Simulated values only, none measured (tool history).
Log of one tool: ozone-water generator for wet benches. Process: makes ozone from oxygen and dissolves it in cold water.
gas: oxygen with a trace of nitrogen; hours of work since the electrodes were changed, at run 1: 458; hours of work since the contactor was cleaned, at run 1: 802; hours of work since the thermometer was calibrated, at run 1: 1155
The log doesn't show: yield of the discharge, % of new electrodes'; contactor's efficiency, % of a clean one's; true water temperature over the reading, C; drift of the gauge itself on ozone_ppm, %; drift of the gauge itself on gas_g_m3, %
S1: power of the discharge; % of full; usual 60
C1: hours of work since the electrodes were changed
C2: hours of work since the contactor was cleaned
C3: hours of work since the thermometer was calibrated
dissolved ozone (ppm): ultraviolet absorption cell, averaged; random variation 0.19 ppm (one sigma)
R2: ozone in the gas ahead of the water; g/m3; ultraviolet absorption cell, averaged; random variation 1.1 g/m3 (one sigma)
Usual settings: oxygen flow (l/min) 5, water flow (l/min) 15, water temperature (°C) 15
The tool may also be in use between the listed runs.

Run 1, day 0: usual settings; C1 458; C2 802; C3 1155. Result: dissolved ozone (ppm) 25, R2 196.1 g/m3.
Run 2, day 1.025: usual settings; C1 482; C2 826; C3 1178. Result: dissolved ozone (ppm) 25.3, R2 195.4 g/m3.
Run 3, day 2.517: usual settings; C1 517; C2 861; C3 1213. Result: dissolved ozone (ppm) 25, R2 193.7 g/m3.
Run 4, day 3.4: usual settings but water flow (l/min) 19; C1 537; C2 882; C3 1234. Result: dissolved ozone (ppm) 21.2, R2 195.6 g/m3.
Run 5, day 5.062: usual settings but water flow (l/min) 16; C1 576; C2 920; C3 1272. Result: dissolved ozone (ppm) 24, R2 195.9 g/m3.
Run 6, day 6.046: usual settings; C1 599; C2 943; C3 1295. Result: dissolved ozone (ppm) 24.8, R2 194.8 g/m3.
At day 6.354: contactor cleaned.
Run 7, day 7.842: usual settings but water temperature (°C) 16; C1 637; C2 35; C3 1333. Result: dissolved ozone (ppm) 24.3, R2 193.5 g/m3.
Run 8, day 9.167: usual settings but S1 79 % of full; C1 668; C2 65; C3 1364. Result: dissolved ozone (ppm) 30.9, R2 248.1 g/m3.
At day 9.971: contactor cleaned, once more.
Run 9, day 10.733: usual settings but S1 78 % of full, oxygen flow (l/min) 3.74, water flow (l/min) 21, water temperature (°C) 17; C1 700; C2 18; C3 1396. Result: dissolved ozone (ppm) 23.2, R2 275.8 g/m3.
Run 10, day 12.446: usual settings but water flow (l/min) 16; C1 740; C2 58; C3 1436. Result: dissolved ozone (ppm) 24.2, R2 195.1 g/m3.
Run 11, day 13.229: usual settings but water flow (l/min) 16; C1 758; C2 76; C3 1454. Result: dissolved ozone (ppm) 23.7, R2 194.1 g/m3.
Run 12, day 14.346: usual settings but water flow (l/min) 16; C1 784; C2 102; C3 1480. Result: dissolved ozone (ppm) 23.9, R2 195.1 g/m3.
Run 13, day 16.175: usual settings but S1 87 % of full, oxygen flow (l/min) 4.59, water flow (l/min) 20, water temperature (°C) 9; C1 827; C2 144; C3 1523. Result: dissolved ozone (ppm) 29.8, R2 276.3 g/m3.
Run 14, day 17.929: usual settings but S1 48 % of full, oxygen flow (l/min) 5.86, water flow (l/min) 18, water temperature (°C) 21; C1 868; C2 185; C3 1564. Result: dissolved ozone (ppm) 16.7, R2 149.7 g/m3.
Run 15, day 19.388: usual settings but S1 65 % of full, oxygen flow (l/min) 4.14, water flow (l/min) 18; C1 902; C2 219; C3 1598. Result: dissolved ozone (ppm) 22.9, R2 223 g/m3.

Forecast each of these 4 alternatives for the next run:
Run A, day 21: usual settings but S1 73 % of full, water flow (l/min) 11, water temperature (°C) 8; C1 939; C2 256; C3 1635. Result: dissolved ozone (ppm) ?, R2 ?.
Run B, day 21: usual settings but oxygen flow (l/min) 2.82, water flow (l/min) 21, water temperature (°C) 9; C1 939; C2 256; C3 1635. Result: dissolved ozone (ppm) ?, R2 ?.
Run C, day 21: usual settings but water flow (l/min) 16, water temperature (°C) 19; C1 939; C2 256; C3 1635. Result: dissolved ozone (ppm) ?, R2 ?.
Run D, day 21: usual settings but S1 48 % of full, oxygen flow (l/min) 4.14, water flow (l/min) 18; C1 939; C2 256; C3 1635. Result: dissolved ozone (ppm) ?, R2 ?.

run  dissolved ozone (ppm)     R2
  A                   39.9  228.2
  B                     18  250.4
  C                   22.6  193.1
  D                   17.6  173.7
Without the tool's hidden state the same runs would have given:
run  dissolved ozone (ppm)     R2
  A                   42.3  239.3
  B                   18.8  260.5
  C                   23.7    201
  D                   18.3  179.2

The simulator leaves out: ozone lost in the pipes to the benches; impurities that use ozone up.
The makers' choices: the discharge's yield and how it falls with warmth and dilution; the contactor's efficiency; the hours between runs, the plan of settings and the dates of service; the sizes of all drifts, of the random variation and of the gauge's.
